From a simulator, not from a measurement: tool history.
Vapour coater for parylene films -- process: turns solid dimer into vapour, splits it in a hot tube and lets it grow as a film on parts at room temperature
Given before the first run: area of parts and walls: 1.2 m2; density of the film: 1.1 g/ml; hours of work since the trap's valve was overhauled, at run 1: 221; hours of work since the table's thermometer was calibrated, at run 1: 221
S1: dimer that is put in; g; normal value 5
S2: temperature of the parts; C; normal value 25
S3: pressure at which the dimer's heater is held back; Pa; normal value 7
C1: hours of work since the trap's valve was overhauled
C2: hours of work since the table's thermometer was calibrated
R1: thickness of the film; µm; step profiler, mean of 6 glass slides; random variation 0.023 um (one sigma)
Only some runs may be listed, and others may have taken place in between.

run 1 hour=0 | S1=5 S2=25 S3=7 | C1=221 C2=221 | R1=1.76
-- hour=17.6 trap's valve overhauled
run 2 hour=17.8 | S1=5 S2=25 S3=7 | C1=0 C2=232 | R1=1.86
run 3 hour=35.1 | S1=5 S2=25 S3=7 | C1=14 C2=247 | R1=1.91
run 4 hour=45.1 | S1=5 S2=25 S3=2.94 | C1=23 C2=255 | R1=2.17
run 5 hour=55 | S1=5 S2=25 S3=7 | C1=31 C2=263 | R1=1.9
run 6 hour=75.5 | S1=5 S2=25 S3=11.03 | C1=48 C2=280 | R1=1.74
run 7 hour=94.1 | S1=5 S2=25 S3=5.14 | C1=63 C2=296 | R1=1.95
run 8 hour=107 | S1=5 S2=21 S3=7 | C1=74 C2=306 | R1=2.2
run 9 hour=122.4 | S1=5 S2=25 S3=7 | C1=87 C2=319 | R1=1.88
run 10 hour=142.3 | S1=5 S2=25 S3=7 | C1=103 C2=336 | R1=1.86
run 11 hour=154 | S1=5 S2=25 S3=7 | C1=113 C2=345 | R1=1.84
run 12 hour=170.3 | S1=5 S2=25 S3=7 | C1=127 C2=359 | R1=1.83
run 13 hour=179.8 | S1=5 S2=25 S3=7 | C1=134 C2=367 | R1=1.85

What does the tool deliver on the next run?
run 14 hour=192.7 | S1=5 S2=25 S3=2.83 | C1=145 C2=377 | R1=?

R1: 2.09 µm
With the hidden condition absent and the run-to-run variation left alone, this run would have shown R1 2.22 µm.
